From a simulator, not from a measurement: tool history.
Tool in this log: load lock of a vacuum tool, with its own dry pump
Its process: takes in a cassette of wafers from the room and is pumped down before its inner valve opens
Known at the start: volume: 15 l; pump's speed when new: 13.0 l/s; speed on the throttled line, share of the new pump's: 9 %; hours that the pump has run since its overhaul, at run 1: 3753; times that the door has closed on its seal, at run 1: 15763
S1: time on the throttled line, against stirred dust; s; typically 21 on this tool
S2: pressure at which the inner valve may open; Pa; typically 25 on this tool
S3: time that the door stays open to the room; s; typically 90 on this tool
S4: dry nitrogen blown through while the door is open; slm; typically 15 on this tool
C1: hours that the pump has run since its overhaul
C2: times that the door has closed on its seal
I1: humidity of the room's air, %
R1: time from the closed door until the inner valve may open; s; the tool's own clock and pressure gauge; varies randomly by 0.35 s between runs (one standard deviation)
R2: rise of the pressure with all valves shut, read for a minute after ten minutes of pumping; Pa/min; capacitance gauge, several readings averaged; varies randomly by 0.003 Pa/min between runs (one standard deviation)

run	day	S1	S2	S3	S4	C1	C2	I1	R1	R2
1	0	21	25	90	15	3753	15763	43.5	28.5	0.027
2	19.588	21	25	90	15	4223	17738	48.7	28.5	0.028
3	34.079	21	25	90	15	4571	19199	44.4	28.7	0.03
4	44.004	21	25	90	15	4809	20200	47	28.2	0.027
5	61.383	21	35	90	15	5226	21952	41.1	28.5	0.026
6	83.7	21	35	90	15	5761	24201	44	28.4	0.031
7	101.408	21	35	90	15	6187	25987	47.3	28.2	0.035
8	120.971	21	35	90	15	6656	27959	45.8	28.4	0.033
9	132.667	21	42	90	15	6937	29138	41.9	27.7	0.026
10	145.071	21	42	90	15	7234	30389	43.5	28.3	0.024
11	162.367	21	42	90	15	7649	32132	42.3	28.2	0.027
12	186.108	21	25	90	15	8219	34526	44.2	28.9	0.03
# day 197.217: door's seal changed, seat wiped
13	197.842	21	25	90	15	8499	63	44.3	28.4	0.028
14	213.8	21	25	90	8	8882	1672	45.8	28.8	0.037
15	236.383	21	25	90	8	9424	3949	47.9	28.7	0.033
16	253.104	21	20	90	15	9826	5634	43.1	29.1	0.027
17	272.912	21	20	90	15	10301	7631	41	29.2	0.022
18	284.983	21	22	90	15	10591	8848	46.5	29	0.029
19	299.992	21	22	90	15	10951	10361	45.7	28.7	0.026
20	310.412	21	23	153	17	11201	11412	45.7	29	0.033
# day 320.246: dry pump taken out, an overhauled one fitted
21	334.517	21	23	153	17	343	13816	49	28.6	0.037
22	345.933	21	26	153	8	616	14967	45.9	28.2	0.053
23	356.55	21	25	90	40	871	16037	42.6	29.1	0.023
24	374.65	21	25	69	39	1306	17862	41.4	28.7	0.012
25	384.512	21	24	90	22	1542	18857	44.1	28.8	0.027
26	406.171	21	19	90	8	2062	21040	45.4	29	0.043
27	425.925	40	19	148	8	2536	23032	41.6	46.1	0.043
28	446.433	15	48	95	33	3029	25099	46.6	22.4	0.019
29	456.3	15	48	168	13	3265	26094	44	22.6	0.038
30	470.279	21	25	39	4	3601	27503	42.1	28.5	0.028
31	485.183	21	25	41	15	3959	29005	41.2	28.6	0.02
32	508.421	17	25	41	11	4516	31348	46.4	25.4	0.024
33	532.492	17	25	41	11	5094	33775	40.2	24.9	0.025
34	549.121	17	25	41	11	5493	35451	46	24.9	0.028
# day 551.846: door's seal changed, seat wiped
35	571.333	17	35	29	11	6025	1965	46.3	24.8	0.024
36	582.379	30	35	29	11	6290	3079	48.5	36.2	0.018
37	601.229	21	25	90	18	6742	4979	42.1	27.9	0.023

3 options for the next run, each taken on its own from the tool as it stands now. Forecast them:
A	621.725	28	21	90	15	7234	7045	44.8	?	?
B	621.725	41	28	53	18	7234	7045	45.7	?	?
C	621.725	36	22	90	12	7234	7045	47.5	?	?

run	R1	R2
A	35.5	0.029
B	47	0.022
C	42.4	0.032
The same runs, with their run-to-run variation unchanged, on a tool lacking any hidden condition would have given:
run	R1	R2
A	35.5	0.029
B	47	0.022
C	42.4	0.032

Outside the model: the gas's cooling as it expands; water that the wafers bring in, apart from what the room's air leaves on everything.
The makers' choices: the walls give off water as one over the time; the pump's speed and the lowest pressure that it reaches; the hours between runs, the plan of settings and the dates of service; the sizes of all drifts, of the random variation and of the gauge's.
